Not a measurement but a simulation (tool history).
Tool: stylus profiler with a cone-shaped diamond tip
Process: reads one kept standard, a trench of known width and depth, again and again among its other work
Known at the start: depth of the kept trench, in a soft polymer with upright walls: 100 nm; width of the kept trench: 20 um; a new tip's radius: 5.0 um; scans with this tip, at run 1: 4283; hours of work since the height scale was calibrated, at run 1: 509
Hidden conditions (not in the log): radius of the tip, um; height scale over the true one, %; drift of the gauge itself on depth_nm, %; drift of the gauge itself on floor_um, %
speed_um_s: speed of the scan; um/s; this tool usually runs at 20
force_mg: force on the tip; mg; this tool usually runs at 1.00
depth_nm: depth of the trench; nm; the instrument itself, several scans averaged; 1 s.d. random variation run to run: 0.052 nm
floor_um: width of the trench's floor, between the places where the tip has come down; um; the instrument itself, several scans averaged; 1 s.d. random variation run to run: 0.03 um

run	hour	speed_um_s	force_mg	scans with this tip	hours of work since the height scale was calibrated	depth_nm	floor_um
1	0.0	20	1.00	4283	509	100.51	17.66
2	9.5	20	0.95	4343	516	100.31	17.62
3	21.9	12	1.00	4421	526	100.31	17.78
4	41.8	49	1.00	4547	541	100.35	17.35
5	55.7	27	1.00	4635	551	100.40	17.60
6	70.1	20	1.00	4726	562	100.39	17.61
7	84.3	20	1.00	4816	573	100.31	17.64
8	94.1	20	1.83	4878	580	100.59	17.69
9	117.2	20	1.00	5024	597	100.33	17.55
10	134.8	20	1.00	5135	610	100.35	17.64
11	156.1	20	1.00	5270	627	100.44	17.63
12	176.6	20	1.00	5399	642	100.40	17.58
13	189.1	20	1.00	5478	651	100.32	17.56
14	205.2	78	1.67	5579	663	100.65	17.19
15	214.6	18	0.49	5639	670	100.06	17.53
16	235.7	36	0.43	5773	686	100.07	17.24
17	245.9	36	1.20	5837	694	100.42	17.42
18	262.2	36	1.20	5940	706	100.44	17.50
19	280.8	17	1.00	6058	720	100.26	17.62
20	296.3	17	0.87	6156	732	100.35	17.63
21	316.2	18	1.52	6281	747	100.51	17.60
22	334.5	18	1.52	6397	761	100.53	17.59
23	348.4	6	0.69	6484	771	100.11	17.68
24	359.2	6	0.69	6553	779	100.11	17.67
25	376.8	23	1.14	6664	792	100.33	17.54

Forecast each of these 3 alternatives for the next run:
A	399.2	5	1.76	6805	809	?	?
B	399.2	20	0.98	6805	809	?	?
C	399.2	12	2.62	6805	809	?	?

run	depth_nm	floor_um
A	100.60	17.69
B	100.22	17.58
C	100.95	17.70
Take away the tool's hidden state, keep each run's random variation, and the runs would have read:
run	depth_nm	floor_um
A	100.99	17.96
B	100.61	17.85
C	101.35	17.97
